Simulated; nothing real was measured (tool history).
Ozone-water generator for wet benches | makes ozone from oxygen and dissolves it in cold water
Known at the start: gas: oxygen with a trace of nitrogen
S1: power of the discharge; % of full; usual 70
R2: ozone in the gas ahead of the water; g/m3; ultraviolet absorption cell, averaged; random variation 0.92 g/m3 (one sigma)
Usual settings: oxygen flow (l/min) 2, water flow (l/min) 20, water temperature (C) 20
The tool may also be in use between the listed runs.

run 1 hour=0 | S1=70 oxygen_flow_(l/min)=2 water_flow_(l/min)=20 water_temperature_(C)=20 | dissolved_ozone_(ppm)=6.13 R2=152.2
run 2 hour=40.8 | S1=70 oxygen_flow_(l/min)=2 water_flow_(l/min)=20 water_temperature_(C)=20 | dissolved_ozone_(ppm)=6.01 R2=151.5
run 3 hour=85.4 | S1=70 oxygen_flow_(l/min)=2 water_flow_(l/min)=20 water_temperature_(C)=20 | dissolved_ozone_(ppm)=5.95 R2=152.5
run 4 hour=151.2 | S1=70 oxygen_flow_(l/min)=2 water_flow_(l/min)=20 water_temperature_(C)=20 | dissolved_ozone_(ppm)=6.13 R2=152.7
run 5 hour=202 | S1=70 oxygen_flow_(l/min)=2 water_flow_(l/min)=20 water_temperature_(C)=20 | dissolved_ozone_(ppm)=6.03 R2=152.7
run 6 hour=264.6 | S1=70 oxygen_flow_(l/min)=2 water_flow_(l/min)=20 water_temperature_(C)=20 | dissolved_ozone_(ppm)=6.03 R2=151
run 7 hour=301.5 | S1=46 oxygen_flow_(l/min)=2 water_flow_(l/min)=20 water_temperature_(C)=20 | dissolved_ozone_(ppm)=3.99 R2=107
run 8 hour=381.4 | S1=70 oxygen_flow_(l/min)=2 water_flow_(l/min)=20 water_temperature_(C)=17 | dissolved_ozone_(ppm)=5.96 R2=152.4
run 9 hour=427.1 | S1=70 oxygen_flow_(l/min)=2 water_flow_(l/min)=20 water_temperature_(C)=17 | dissolved_ozone_(ppm)=6.02 R2=152.8
run 10 hour=479.2 | S1=70 oxygen_flow_(l/min)=1.1 water_flow_(l/min)=20 water_temperature_(C)=20 | dissolved_ozone_(ppm)=4.42 R2=183.9
run 11 hour=530.9 | S1=70 oxygen_flow_(l/min)=1.1 water_flow_(l/min)=20 water_temperature_(C)=20 | dissolved_ozone_(ppm)=4.29 R2=183.3
run 12 hour=581.7 | S1=70 oxygen_flow_(l/min)=1.1 water_flow_(l/min)=20 water_temperature_(C)=20 | dissolved_ozone_(ppm)=4.36 R2=183.9
run 13 hour=652.8 | S1=70 oxygen_flow_(l/min)=2 water_flow_(l/min)=20 water_temperature_(C)=20 | dissolved_ozone_(ppm)=5.91 R2=149.9
run 14 hour=730.3 | S1=70 oxygen_flow_(l/min)=2 water_flow_(l/min)=20 water_temperature_(C)=20 | dissolved_ozone_(ppm)=6.05 R2=152.4
run 15 hour=776.1 | S1=70 oxygen_flow_(l/min)=2 water_flow_(l/min)=20 water_temperature_(C)=20 | dissolved_ozone_(ppm)=6.07 R2=152.7
run 16 hour=815.3 | S1=68 oxygen_flow_(l/min)=2 water_flow_(l/min)=20 water_temperature_(C)=20 | dissolved_ozone_(ppm)=5.56 R2=148.6
run 17 hour=865 | S1=68 oxygen_flow_(l/min)=1.88 water_flow_(l/min)=28 water_temperature_(C)=20 | dissolved_ozone_(ppm)=3.6 R2=150.3
run 18 hour=901.4 | S1=70 oxygen_flow_(l/min)=2 water_flow_(l/min)=18 water_temperature_(C)=22 | dissolved_ozone_(ppm)=6.38 R2=151.3
run 19 hour=965.1 | S1=70 oxygen_flow_(l/min)=1.27 water_flow_(l/min)=13 water_temperature_(C)=21 | dissolved_ozone_(ppm)=7.86 R2=175.1
run 20 hour=1018.5 | S1=70 oxygen_flow_(l/min)=1.51 water_flow_(l/min)=29 water_temperature_(C)=20 | dissolved_ozone_(ppm)=3.11 R2=166.2
run 21 hour=1076.6 | S1=69 oxygen_flow_(l/min)=1.51 water_flow_(l/min)=29 water_temperature_(C)=20 | dissolved_ozone_(ppm)=2.98 R2=163.9
run 22 hour=1147.8 | S1=90 oxygen_flow_(l/min)=3.09 water_flow_(l/min)=16 water_temperature_(C)=25 | dissolved_ozone_(ppm)=10.12 R2=162.7
run 23 hour=1208.1 | S1=45 oxygen_flow_(l/min)=2.07 water_flow_(l/min)=13 water_temperature_(C)=27 | dissolved_ozone_(ppm)=5.89 R2=102.6
run 24 hour=1272 | S1=45 oxygen_flow_(l/min)=2.07 water_flow_(l/min)=13 water_temperature_(C)=27 | dissolved_ozone_(ppm)=6.15 R2=102.6
run 25 hour=1316.5 | S1=83 oxygen_flow_(l/min)=2.07 water_flow_(l/min)=13 water_temperature_(C)=20 | dissolved_ozone_(ppm)=11.1 R2=171
run 26 hour=1376.7 | S1=83 oxygen_flow_(l/min)=2.07 water_flow_(l/min)=13 water_temperature_(C)=20 | dissolved_ozone_(ppm)=11.06 R2=173.6
run 27 hour=1417.8 | S1=74 oxygen_flow_(l/min)=2.07 water_flow_(l/min)=13 water_temperature_(C)=17 | dissolved_ozone_(ppm)=10.27 R2=157.1

Forecast run 28:
run 28 hour=1499.6 | S1=46 oxygen_flow_(l/min)=2.07 water_flow_(l/min)=22 water_temperature_(C)=18 | dissolved_ozone_(ppm)=? R2=?

dissolved ozone (ppm): 3.76
R2: 103.5 g/m3
Without the tool's hidden state the same run would have given dissolved ozone (ppm) 4.25, R2 104.9 g/m3.
